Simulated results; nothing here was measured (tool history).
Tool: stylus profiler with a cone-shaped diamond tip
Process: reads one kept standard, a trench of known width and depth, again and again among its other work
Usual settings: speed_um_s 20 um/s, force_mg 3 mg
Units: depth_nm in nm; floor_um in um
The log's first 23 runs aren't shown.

| run | day | speed_um_s | force_mg | depth_nm | floor_um |
|---|---|---|---|---|---|
| 24 | 23.371 | 27 | 4.46 | 201.16 | 97.85 |
| 25 | 24.525 | 20 | 2.54 | 200.7 | 97.83 |
| 26 | 25.871 | 27 | 5.25 | 201.31 | 97.87 |
| 27 | 26.65 | 35 | 6.41 | 201.64 | 97.8 |
| 28 | 27.438 | 19 | 3.63 | 200.79 | 97.85 |
| 29 | 28.875 | 16 | 8.46 | 202.13 | 97.81 |
| 30 | 30.046 | 20 | 4.29 | 200.91 | 97.83 |
|  | 30.175 | height scale calibrated on a step standard |
| 31 | 31.238 | 6 | 2.29 | 200.16 | 97.85 |
| 32 | 32.688 | 11 | 7.12 | 201.37 | 97.8 |
| 33 | 33.954 | 51 | 5.05 | 200.95 | 97.7 |
| 34 | 34.896 | 47 | 8.2 | 201.62 | 97.74 |
| 35 | 35.742 | 5 | 4.97 | 200.85 | 97.84 |
| 36 | 37.388 | 57 | 1.8 | 199.87 | 97.63 |
| 37 | 38.904 | 6 | 2.7 | 200.27 | 97.9 |
|  | 39.058 | height scale calibrated on a step standard, once more |
| 38 | 39.746 | 21 | 1.35 | 200.79 | 97.78 |
| 39 | 41.192 | 33 | 1.6 | 200.82 | 97.74 |
| 40 | 42.771 | 27 | 1.09 | 200.67 | 97.75 |
| 41 | 43.521 | 27 | 1.09 | 200.67 | 97.76 |
| 42 | 44.629 | 27 | 1.09 | 200.69 | 97.74 |
| 43 | 46.012 | 16 | 4.84 | 201.69 | 97.84 |
| 44 | 47.433 | 16 | 4.84 | 201.85 | 97.81 |
| 45 | 48.458 | 9 | 5.31 | 201.78 | 97.76 |

5 ways to go on from here, each from the tool as it stands after run 45. What would each give?
| A | 49.7 | 11 | 8.89 | ? | ? |
| B | 49.7 | 12 | 1.63 | ? | ? |
| C | 49.7 | 12 | 4.23 | ? | ? |
| D | 49.7 | 48 | 1.54 | ? | ? |
| E | 49.7 | 8 | 1.9 | ? | ? |

| run | depth_nm | floor_um |
|---|---|---|
| A | 202.67 | 97.82 |
| B | 200.77 | 97.75 |
| C | 201.66 | 97.83 |
| D | 200.85 | 97.69 |
| E | 200.94 | 97.83 |
Without the tool's hidden state the same runs would have given:
| run | depth_nm | floor_um |
|---|---|---|
| A | 202.75 | 98.04 |
| B | 200.86 | 97.97 |
| C | 201.75 | 98.05 |
| D | 200.93 | 97.9 |
| E | 201.02 | 98.05 |
